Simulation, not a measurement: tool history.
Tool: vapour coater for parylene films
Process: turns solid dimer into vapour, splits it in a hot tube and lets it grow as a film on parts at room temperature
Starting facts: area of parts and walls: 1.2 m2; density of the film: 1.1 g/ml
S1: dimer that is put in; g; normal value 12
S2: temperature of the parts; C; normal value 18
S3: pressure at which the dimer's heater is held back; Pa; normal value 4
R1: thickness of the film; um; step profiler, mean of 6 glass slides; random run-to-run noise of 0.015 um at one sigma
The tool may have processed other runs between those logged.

{"run": 1, "hour": 0.0, "S1": 12, "S2": 18, "S3": 4, "R1": 5}
{"run": 2, "hour": 36.0, "S1": 12, "S2": 18, "S3": 4, "R1": 4.98}
{"run": 3, "hour": 55.8, "S1": 12, "S2": 18, "S3": 4, "R1": 5}
{"run": 4, "hour": 87.8, "S1": 12, "S2": 18, "S3": 4, "R1": 4.95}
{"run": 5, "hour": 119.2, "S1": 12, "S2": 18, "S3": 4, "R1": 4.95}
{"run": 6, "hour": 140.1, "S1": 12, "S2": 12, "S3": 4, "R1": 5.58}
{"run": 7, "hour": 164.8, "S1": 12, "S2": 18, "S3": 4, "R1": 4.93}
{"run": 8, "hour": 189.2, "S1": 12, "S2": 18, "S3": 4, "R1": 4.93}
{"run": 9, "hour": 227.3, "S1": 12, "S2": 18, "S3": 9.75, "R1": 4.48}
{"run": 10, "hour": 251.0, "S1": 7, "S2": 18, "S3": 4, "R1": 2.86}
{"run": 11, "hour": 278.2, "S1": 7, "S2": 18, "S3": 4, "R1": 2.83}
{"run": 12, "hour": 302.1, "S1": 7, "S2": 18, "S3": 4, "R1": 2.85}
{"run": 13, "hour": 335.9, "S1": 12, "S2": 15, "S3": 10.48, "R1": 4.67}
{"run": 14, "hour": 358.0, "S1": 12, "S2": 19, "S3": 10.45, "R1": 4.32}
{"run": 15, "hour": 379.4, "S1": 12, "S2": 19, "S3": 10.45, "R1": 4.32}
{"run": 16, "hour": 407.3, "S1": 12, "S2": 19, "S3": 10.45, "R1": 4.31}
{"run": 17, "hour": 434.5, "S1": 12, "S2": 19, "S3": 10.45, "R1": 4.28}
{"run": 18, "hour": 466.1, "S1": 12, "S2": 11, "S3": 4, "R1": 5.48}
{"run": 19, "hour": 483.8, "S1": 8, "S2": 21, "S3": 6.05, "R1": 2.88}
{"run": 20, "hour": 507.0, "S1": 12, "S2": 18, "S3": 5.46, "R1": 4.63}
{"run": 21, "hour": 541.1, "S1": 12, "S2": 18, "S3": 3.93, "R1": 4.77}
{"hour": 547.9, "done": "trap's valve overhauled"}
{"run": 22, "hour": 580.4, "S1": 12, "S2": 18, "S3": 3.93, "R1": 5.04}
{"run": 23, "hour": 620.1, "S1": 12, "S2": 18, "S3": 3.93, "R1": 5.03}
{"run": 24, "hour": 653.2, "S1": 13, "S2": 18, "S3": 3.79, "R1": 5.45}

Branching from run 24: 4 alternative next runs. What would each branch give?
{"run": "A", "hour": 678.1, "S1": 9, "S2": 18, "S3": 5.39, "R1": "?"}
{"run": "B", "hour": 678.1, "S1": 7, "S2": 21, "S3": 5, "R1": "?"}
{"run": "C", "hour": 678.1, "S1": 10, "S2": 17, "S3": 7.49, "R1": "?"}
{"run": "D", "hour": 678.1, "S1": 9, "S2": 18, "S3": 4, "R1": "?"}

run=A R1=3.6
run=B R1=2.67
run=C R1=3.98
run=D R1=3.72
Take away the tool's hidden state, keep each run's random variation, and the runs would have read:
run=A R1=3.6
run=B R1=2.67
run=C R1=3.97
run=D R1=3.72
